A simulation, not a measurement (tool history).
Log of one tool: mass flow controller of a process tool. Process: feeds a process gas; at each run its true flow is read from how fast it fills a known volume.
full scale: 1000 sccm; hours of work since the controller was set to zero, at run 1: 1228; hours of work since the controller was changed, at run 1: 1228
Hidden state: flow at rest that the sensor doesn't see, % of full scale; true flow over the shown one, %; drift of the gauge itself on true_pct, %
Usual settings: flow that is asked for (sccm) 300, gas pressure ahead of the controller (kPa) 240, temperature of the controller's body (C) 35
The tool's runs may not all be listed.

run	day	flow that is asked for (sccm)	gas pressure ahead of the controller (kPa)	temperature of the controller's body (C)	hours of work since the controller was set to zero	hours of work since the controller was changed	true flow (%)
1	0	300	240	35	1228	1228	99.53
2	3.292	753	240	35	1290	1290	100.58
3	6.083	753	240	35	1343	1343	100.79
4	9.85	753	240	35	1415	1415	100.72
5	12.662	753	240	23	1468	1468	99.38
6	15.875	753	240	23	1529	1529	99.51
7	21.158	753	240	23	1629	1629	99.52
8	23.921	753	240	23	1682	1682	99.5
9	29.325	753	240	23	1784	1784	99.76
10	34.762	753	240	23	1887	1887	99.8
11	38.942	300	240	35	1967	1967	100.08
12	44.608	300	240	35	2074	2074	100.13
13	49.508	300	240	35	2167	2167	100.26
14	54.6	300	240	35	2264	2264	100.23
15	60.162	300	240	35	2369	2369	100.31
16	63.625	300	240	35	2435	2435	100.37
17	68.271	300	240	37	2523	2523	100.53
18	71.204	300	240	37	2579	2579	100.63
19	75.404	300	240	25	2658	2658	99.31
20	79.171	300	240	25	2730	2730	99.71
21	82.912	300	240	25	2801	2801	99.59
22	87.088	300	168	25	2880	2880	99.42
23	89.988	300	240	35	2935	2935	100.7
24	94.392	300	240	35	3018	3018	100.67
25	97.175	300	240	35	3071	3071	100.87
26	100.388	300	151	37	3132	3132	100.73
27	103.338	300	151	37	3188	3188	100.8
28	108.754	300	151	37	3291	3291	100.95
29	112.375	153	163	25	3359	3359	99.31
30	116.804	280	240	31	3444	3444	100.73
31	119.179	280	240	31	3489	3489	100.74
32	124.829	280	240	31	3596	3596	100.78
33	128.879	838	240	31	3673	3673	102.08
34	131.45	217	240	24	3721	3721	99.95
35	134.304	300	240	24	3775	3775	100.16
36	139.417	791	240	35	3873	3873	102.52
37	143.942	791	240	35	3958	3958	102.66
38	148.562	791	240	35	4046	4046	102.89
39	151.575	278	240	35	4103	4103	101.45
40	156.204	154	193	34	4191	4191	100.97
41	160.338	154	193	34	4269	4269	101.14
42	164.783	154	193	34	4354	4354	101.19
43	170.212	677	240	20	4457	4457	101.06
# day 171.158: gauge calibrated
44	173.238	480	257	23	4514	4514	98.8
45	175.621	212	240	39	4559	4559	99.8
46	181.067	300	159	39	4663	4663	99.82
47	183.608	300	159	39	4711	4711	99.81
48	188.888	300	159	39	4811	4811	100

The next listed run, before its measurement:
49	192.729	300	159	33	4884	4884	?

true flow (%): 99.4
Without the tool's hidden state the same run would have given true flow (%) 99.12.
